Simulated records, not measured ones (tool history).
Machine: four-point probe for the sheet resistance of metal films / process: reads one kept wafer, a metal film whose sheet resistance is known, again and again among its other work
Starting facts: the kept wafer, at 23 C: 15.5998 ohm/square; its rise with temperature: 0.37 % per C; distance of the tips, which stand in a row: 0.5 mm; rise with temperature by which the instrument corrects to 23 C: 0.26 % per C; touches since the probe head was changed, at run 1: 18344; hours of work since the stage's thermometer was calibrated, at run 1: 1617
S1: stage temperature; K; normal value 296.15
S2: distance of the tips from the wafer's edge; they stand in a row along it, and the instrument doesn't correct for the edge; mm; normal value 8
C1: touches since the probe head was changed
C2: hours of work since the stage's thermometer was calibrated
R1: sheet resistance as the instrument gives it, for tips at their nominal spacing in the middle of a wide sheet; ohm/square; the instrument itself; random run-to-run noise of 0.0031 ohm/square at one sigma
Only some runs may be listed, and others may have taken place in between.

run 1 day=0 | S1=296.15 S2=8 | C1=18344 C2=1617 | R1=15.62999
run 2 day=0.788 | S1=296.15 S2=8 | C1=18763 C2=1626 | R1=15.634648
run 3 day=2.388 | S1=296.15 S2=8 | C1=19618 C2=1644 | R1=15.633293
run 4 day=3.3 | S1=296.15 S2=8 | C1=20107 C2=1654 | R1=15.628665
run 5 day=4.288 | S1=307.15 S2=8 | C1=20633 C2=1665 | R1=15.828803
run 6 day=5.838 | S1=307.15 S2=8 | C1=21459 C2=1683 | R1=15.82573
run 7 day=7.362 | S1=307.15 S2=8 | C1=22275 C2=1700 | R1=15.834024
run 8 day=8.929 | S1=300.15 S2=8 | C1=23112 C2=1718 | R1=15.705725
run 9 day=9.808 | S1=300.15 S2=20 | C1=23581 C2=1728 | R1=15.675847
run 10 day=10.512 | S1=300.15 S2=17 | C1=23955 C2=1736 | R1=15.679358
run 11 day=11.529 | S1=294.15 S2=9 | C1=24498 C2=1748 | R1=15.59207
run 12 day=12.579 | S1=291.15 S2=15 | C1=25059 C2=1759 | R1=15.515961
run 13 day=13.883 | S1=306.15 S2=6 | C1=25756 C2=1774 | R1=15.835216
run 14 day=15.521 | S1=298.15 S2=6 | C1=26630 C2=1793 | R1=15.694199
run 15 day=17.033 | S1=293.15 S2=73 | C1=27438 C2=1810 | R1=15.541686
run 16 day=17.842 | S1=293.15 S2=73 | C1=27868 C2=1819 | R1=15.5442

Run 17 comes next. What will it give?
run 17 day=18.775 | S1=292.15 S2=13 | C1=28366 C2=1830 | R1=?

{"run 17": {"R1": 15.535839}}
With the hidden condition absent and the run-to-run variation left alone, this run would have shown R1 15.535968 ohm/square.
